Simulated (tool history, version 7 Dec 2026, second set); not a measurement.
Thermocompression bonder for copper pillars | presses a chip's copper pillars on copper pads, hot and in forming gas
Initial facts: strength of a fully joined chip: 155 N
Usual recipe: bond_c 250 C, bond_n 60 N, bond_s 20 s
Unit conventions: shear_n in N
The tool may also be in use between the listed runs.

run	hour	bond_c	bond_n	bond_s	shear_n
1	0	250	60	20	102.3
2	53.1	250	60	20	101.7
3	85.3	250	60	20	105.5
4	119.8	223	60	20	72.5
5	188.9	223	60	20	69.6
6	234.1	223	60	20	70.1
7	292.8	223	60	20	67.3
8	351.1	250	60	20	102.8
9	395.8	250	42	20	83.2
10	439.7	250	42	20	82.8
11	502.9	250	47	20	85.8
12	557.6	250	60	20	104.7
13	626.1	250	60	20	103
14	668.6	250	60	12	90.3
15	714.4	250	62	12	92.6
16	744.3	250	62	12	90.6
17	817.5	250	62	12	89.8
18	864.6	250	62	12	90.1
19	906.4	250	45	20	88.7
20	960.5	246	89	20	116.1
21	1025.5	266	90	20	135.7
22	1098.3	250	43	20	89.9
23	1165.7	250	43	20	90.4
24	1227.1	250	71	20	112.2
25	1281.2	270	42	15	98.6
26	1336.1	270	42	15	98
27	1397.5	238	42	22	77.5
28	1442.5	226	67	13	70.5
29	1491.3	226	67	13	71.1
30	1534.4	222	60	33	86.4
31	1590.7	222	60	33	84.7
32	1652.1	235	60	20	85.2
33	1682.6	250	85	22	121.9
34	1744.7	230	37	48	82.5
35	1779.9	230	37	48	80.3
36	1818.3	267	72	20	129.4
37	1853.4	267	72	20	128.5
38	1905	250	60	49	125.1

Between the runs listed above, the log contained 8 entries, not reproduced here. Where in the sequence does each belong, and how does what the log doesn't record of the tool's condition differ from the listed run before to the listed run after?
After run 7, before run 8: forming gas filter changed (hour 348.1)
  true temperature of the bond over the reading, C: -5.1 -> -5.2; force that reaches the chip, % of what is set: 95.8 -> 95.7; oxide that the forming gas leaves, % of the face: 2.74 -> 0.57
  what was measured, less what the result would be without the hidden state, shear_n: -9.3 -> -8.1 N
After run 11, before run 12: heater calibrated with a thermocouple chip (hour 557.6)
  true temperature of the bond over the reading, C: -5.6 -> -0.8; force that reaches the chip, % of what is set: 95.3 -> 95.2; oxide that the forming gas leaves, % of the face: 1.72 -> 2.12
  what was measured, less what the result would be without the hidden state, shear_n: -9.7 -> -5.1 N
After run 13, before run 14: force cell calibrated (hour 633.7)
  true temperature of the bond over the reading, C: -1 -> -1.1; force that reaches the chip, % of what is set: 95 -> 93.9; oxide that the forming gas leaves, % of the face: 2.61 -> 2.88
  what was measured, less what the result would be without the hidden state, shear_n: -5.8 -> -6.7 N
After run 14, before run 15: forming gas filter changed (hour 700.6)
  true temperature of the bond over the reading, C: -1.1 -> -1.2; force that reaches the chip, % of what is set: 93.9 -> 93.8; oxide that the forming gas leaves, % of the face: 2.88 -> 0.61
  what was measured, less what the result would be without the hidden state, shear_n: -6.7 -> -4.7 N
After run 20, before run 21: force cell calibrated, once more (hour 971)
  true temperature of the bond over the reading, C: -1.9 -> -2; force that reaches the chip, % of what is set: 93.2 -> 99.4; oxide that the forming gas leaves, % of the face: 2.44 -> 2.88
  what was measured, less what the result would be without the hidden state, shear_n: -7.3 -> -4.9 N
After run 21, before run 22: forming gas filter changed (hour 1047.3)
  true temperature of the bond over the reading, C: -2 -> -2.2; force that reaches the chip, % of what is set: 99.4 -> 99.2; oxide that the forming gas leaves, % of the face: 2.88 -> 0.88
  what was measured, less what the result would be without the hidden state, shear_n: -4.9 -> -3.1 N
After run 26, before run 27: forming gas filter changed (hour 1392.2)
  true temperature of the bond over the reading, C: -2.8 -> -3; force that reaches the chip, % of what is set: 98.7 -> 98.5; oxide that the forming gas leaves, % of the face: 2.64 -> 0.58
  what was measured, less what the result would be without the hidden state, shear_n: -5.7 -> -4.1 N
After run 33, before run 34: forming gas filter changed (hour 1737.3)
  true temperature of the bond over the reading, C: -3.7 -> -3.8; force that reaches the chip, % of what is set: 97.8 -> 97.7; oxide that the forming gas leaves, % of the face: 2.74 -> 0.66
  what was measured, less what the result would be without the hidden state, shear_n: -7.2 -> -5.8 N
